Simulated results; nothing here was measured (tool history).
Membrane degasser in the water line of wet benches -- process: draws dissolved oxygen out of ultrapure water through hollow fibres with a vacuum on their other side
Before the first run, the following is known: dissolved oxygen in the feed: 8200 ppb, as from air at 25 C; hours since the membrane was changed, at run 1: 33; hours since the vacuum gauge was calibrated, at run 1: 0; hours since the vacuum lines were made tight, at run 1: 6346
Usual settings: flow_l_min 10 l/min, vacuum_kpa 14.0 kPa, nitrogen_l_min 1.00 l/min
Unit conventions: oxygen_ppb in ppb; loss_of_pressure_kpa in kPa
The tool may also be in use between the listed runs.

| run | hour | flow_l_min | vacuum_kpa | nitrogen_l_min | hours since the membrane was changed | hours since the vacuum gauge was calibrated | hours since the vacuum lines were made tight | oxygen_ppb | loss_of_pressure_kpa |
|---|---|---|---|---|---|---|---|---|---|
| 1 | 0.0 | 10 | 14.0 | 1.00 | 33 | 0 | 6346 | 267.0 | 32.30 |
| 2 | 59.4 | 10 | 14.0 | 1.00 | 93 | 59 | 6406 | 270.1 | 31.92 |
| 3 | 126.0 | 10 | 14.0 | 1.00 | 159 | 126 | 6472 | 268.2 | 32.10 |
| 4 | 221.2 | 10 | 14.0 | 1.00 | 254 | 221 | 6567 | 271.7 | 31.98 |
| 5 | 316.4 | 10 | 14.0 | 1.00 | 350 | 316 | 6663 | 266.5 | 31.86 |
| 6 | 399.9 | 10 | 14.0 | 1.41 | 433 | 400 | 6746 | 205.8 | 31.65 |
| 7 | 470.1 | 10 | 14.0 | 1.41 | 503 | 470 | 6816 | 201.6 | 31.63 |
| 8 | 564.2 | 10 | 18.5 | 1.00 | 597 | 564 | 6910 | 374.4 | 31.91 |
| 9 | 608.7 | 10 | 18.5 | 1.00 | 642 | 609 | 6955 | 374.1 | 31.39 |
| 10 | 654.2 | 10 | 28.7 | 1.00 | 687 | 654 | 7000 | 592.3 | 31.39 |
| 11 | 709.8 | 10 | 14.0 | 0.63 | 743 | 710 | 7056 | 397.1 | 31.21 |
| 12 | 788.2 | 15 | 10.8 | 0.63 | 821 | 788 | 7134 | 463.4 | 46.93 |
| 13 | 852.5 | 15 | 10.8 | 0.63 | 886 | 853 | 7199 | 466.3 | 47.13 |
| 14 | 895.0 | 15 | 10.8 | 0.63 | 928 | 895 | 7241 | 463.7 | 46.91 |
|  | 918.6 | gauge calibrated |
| 15 | 939.8 | 8 | 19.3 | 1.00 | 973 | 940 | 7286 | 308.5 | 25.80 |
| 16 | 980.4 | 11 | 10.5 | 0.45 | 1013 | 980 | 7327 | 398.4 | 35.41 |
| 17 | 1059.4 | 11 | 10.5 | 0.45 | 1093 | 1059 | 7406 | 406.4 | 35.47 |
| 18 | 1130.5 | 11 | 10.5 | 0.45 | 1164 | 1131 | 7477 | 405.1 | 35.08 |

For run 19, what comes out?
| 19 | 1217.3 | 11 | 10.5 | 0.45 | 1250 | 1217 | 7564 | ? | ? |

oxygen_ppb: 410.2 ppb
loss_of_pressure_kpa: 34.92 kPa
On a tool with no hidden condition, and with the same random variation, this run would have come out at oxygen_ppb 410.1 ppb, loss_of_pressure_kpa 35.26 kPa.
